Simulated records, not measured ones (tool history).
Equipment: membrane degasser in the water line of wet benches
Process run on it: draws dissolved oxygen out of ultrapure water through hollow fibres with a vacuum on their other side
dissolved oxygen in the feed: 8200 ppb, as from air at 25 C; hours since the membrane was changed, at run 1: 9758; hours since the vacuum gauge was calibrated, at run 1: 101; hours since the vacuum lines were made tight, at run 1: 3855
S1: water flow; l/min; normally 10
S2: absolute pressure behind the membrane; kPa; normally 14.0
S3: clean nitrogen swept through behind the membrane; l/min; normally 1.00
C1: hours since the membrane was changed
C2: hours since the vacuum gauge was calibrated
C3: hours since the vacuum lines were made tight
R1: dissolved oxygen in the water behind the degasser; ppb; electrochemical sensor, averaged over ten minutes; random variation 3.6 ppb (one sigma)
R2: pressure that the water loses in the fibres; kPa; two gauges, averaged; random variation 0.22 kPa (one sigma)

{"run": 1, "day": 0.0, "S1": 10, "S2": 14.0, "S3": 1.0, "C1": 9758, "C2": 101, "C3": 3855, "R1": 384.4, "R2": 56.35}
{"run": 2, "day": 10.938, "S1": 11, "S2": 14.0, "S3": 1.0, "C1": 10021, "C2": 363, "C3": 4118, "R1": 458.5, "R2": 61.97}
{"run": 3, "day": 18.133, "S1": 10, "S2": 14.0, "S3": 0.61, "C1": 10194, "C2": 536, "C3": 4290, "R1": 530.3, "R2": 56.85}
{"run": 4, "day": 25.267, "S1": 10, "S2": 32.0, "S3": 0.61, "C1": 10365, "C2": 707, "C3": 4461, "R1": 1105.5, "R2": 56.98}
{"run": 5, "day": 33.004, "S1": 10, "S2": 32.0, "S3": 0.61, "C1": 10550, "C2": 893, "C3": 4647, "R1": 1104.0, "R2": 56.54}
{"run": 6, "day": 42.862, "S1": 10, "S2": 32.0, "S3": 0.61, "C1": 10787, "C2": 1129, "C3": 4884, "R1": 1085.5, "R2": 56.71}
{"run": 7, "day": 51.892, "S1": 10, "S2": 32.0, "S3": 2.67, "C1": 11004, "C2": 1346, "C3": 5100, "R1": 396.8, "R2": 56.82}
{"run": 8, "day": 58.479, "S1": 15, "S2": 14.0, "S3": 1.0, "C1": 11162, "C2": 1504, "C3": 5259, "R1": 760.8, "R2": 85.03}
{"run": 9, "day": 63.225, "S1": 6, "S2": 21.9, "S3": 0.91, "C1": 11276, "C2": 1618, "C3": 5373, "R1": 330.5, "R2": 34.24}
{"run": 10, "day": 69.867, "S1": 8, "S2": 31.3, "S3": 1.92, "C1": 11435, "C2": 1777, "C3": 5532, "R1": 353.9, "R2": 45.6}
{"run": 11, "day": 76.354, "S1": 11, "S2": 14.0, "S3": 0.67, "C1": 11591, "C2": 1933, "C3": 5688, "R1": 576.0, "R2": 63.25}
{"run": 12, "day": 86.608, "S1": 11, "S2": 12.6, "S3": 1.0, "C1": 11837, "C2": 2179, "C3": 5934, "R1": 441.6, "R2": 62.72}
{"run": 13, "day": 91.854, "S1": 13, "S2": 14.0, "S3": 1.0, "C1": 11963, "C2": 2305, "C3": 6060, "R1": 621.7, "R2": 73.75}
{"run": 14, "day": 97.471, "S1": 10, "S2": 23.0, "S3": 1.74, "C1": 12098, "C2": 2440, "C3": 6194, "R1": 416.1, "R2": 57.55}

Each row is a separate what-if for the run after 14, all from the same tool condition, not one after another. Results?
{"run": "A", "day": 108.462, "S1": 10, "S2": 9.1, "S3": 1.12, "C1": 12361, "C2": 2704, "C3": 6458, "R1": "?", "R2": "?"}
{"run": "B", "day": 108.462, "S1": 15, "S2": 11.4, "S3": 1.74, "C1": 12361, "C2": 2704, "C3": 6458, "R1": "?", "R2": "?"}
{"run": "C", "day": 108.462, "S1": 12, "S2": 20.7, "S3": 2.06, "C1": 12361, "C2": 2704, "C3": 6458, "R1": "?", "R2": "?"}
{"run": "D", "day": 108.462, "S1": 10, "S2": 14.0, "S3": 2.84, "C1": 12361, "C2": 2704, "C3": 6458, "R1": "?", "R2": "?"}
{"run": "E", "day": 108.462, "S1": 15, "S2": 16.1, "S3": 2.2, "C1": 12361, "C2": 2704, "C3": 6458, "R1": "?", "R2": "?"}

run=A R1=277.4 R2=57.15
run=B R1=596.7 R2=85.64
run=C R1=493.5 R2=68.82
run=D R1=244.3 R2=56.98
run=E R1=629.6 R2=86.20
What these runs would have given with no unlogged condition in the tool:
run=A R1=244.6 R2=54.54
run=B R1=534.6 R2=81.72
run=C R1=445.8 R2=65.68
run=D R1=213.2 R2=54.36
run=E R1=567.6 R2=82.26
